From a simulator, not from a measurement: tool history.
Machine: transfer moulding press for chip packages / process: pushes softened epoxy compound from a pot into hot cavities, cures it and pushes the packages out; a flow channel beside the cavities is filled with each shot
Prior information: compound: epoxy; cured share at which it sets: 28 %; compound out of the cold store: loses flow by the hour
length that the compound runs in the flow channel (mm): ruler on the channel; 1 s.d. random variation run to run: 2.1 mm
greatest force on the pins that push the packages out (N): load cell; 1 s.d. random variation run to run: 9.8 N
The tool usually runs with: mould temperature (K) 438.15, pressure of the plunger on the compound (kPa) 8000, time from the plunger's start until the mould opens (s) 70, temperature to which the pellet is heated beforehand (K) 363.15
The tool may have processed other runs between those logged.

run	hour	mould temperature (K)	pressure of the plunger on the compound (kPa)	time from the plunger's start until the mould opens (s)	temperature to which the pellet is heated beforehand (K)	incoming compound's hours out of the cold store	length that the compound runs in the flow channel (mm)	greatest force on the pins that push the packages out (N)
1	0.0	438.15	8000	70	363.15	33.1	546	584
2	18.7	445.15	8000	70	363.15	24.5	556	519
# hour 30.7: cavities cleaned with cleaning compound and waxed
3	30.7	445.15	8000	70	363.15	42.7	509	341
4	40.6	445.15	8000	70	363.15	36.1	523	391
5	50.3	445.15	8000	70	363.15	29.6	542	443
6	62.5	445.15	8000	70	363.15	11.9	587	508
7	73.6	438.15	8000	70	369.15	15.0	586	694
# hour 82.2: cavities cleaned with cleaning compound and waxed
8	87.9	438.15	8000	70	369.15	28.6	550	462
9	104.0	438.15	8000	70	369.15	44.4	505	552
10	123.3	438.15	8000	70	369.15	35.9	527	653
# hour 134.5: cavities cleaned with cleaning compound and waxed
11	141.6	438.15	7800	78	370.15	8.9	588	430
12	156.0	438.15	7800	78	370.15	27.6	535	488
13	169.3	433.15	8850	59	369.15	10.9	628	1300
# hour 186.1: cavities cleaned with cleaning compound and waxed
14	188.7	438.15	7370	59	369.15	37.3	502	579
15	203.7	432.15	6870	64	355.15	29.7	504	988
16	211.8	438.15	8000	102	363.15	35.3	521	438
17	226.0	438.15	8000	102	363.15	36.3	517	505
# hour 237.7: cavities cleaned with cleaning compound and waxed
18	242.1	438.15	8000	103	363.15	46.5	490	368
19	250.3	438.15	8000	103	363.15	18.2	559	383

3 options for the next run, each taken on its own from the tool as it stands now. Forecast them:
A	265.8	438.15	8890	103	368.15	18.7	?	?
B	265.8	433.15	8000	70	363.15	45.5	?	?
C	265.8	443.15	6390	70	357.15	36.9	?	?

run	length that the compound runs in the flow channel (mm)	greatest force on the pins that push the packages out (N)
A	586	453
B	497	777
C	456	491
Without the tool's hidden state the same runs would have given:
run	length that the compound runs in the flow channel (mm)	greatest force on the pins that push the packages out (N)
A	615	316
B	522	558
C	478	346

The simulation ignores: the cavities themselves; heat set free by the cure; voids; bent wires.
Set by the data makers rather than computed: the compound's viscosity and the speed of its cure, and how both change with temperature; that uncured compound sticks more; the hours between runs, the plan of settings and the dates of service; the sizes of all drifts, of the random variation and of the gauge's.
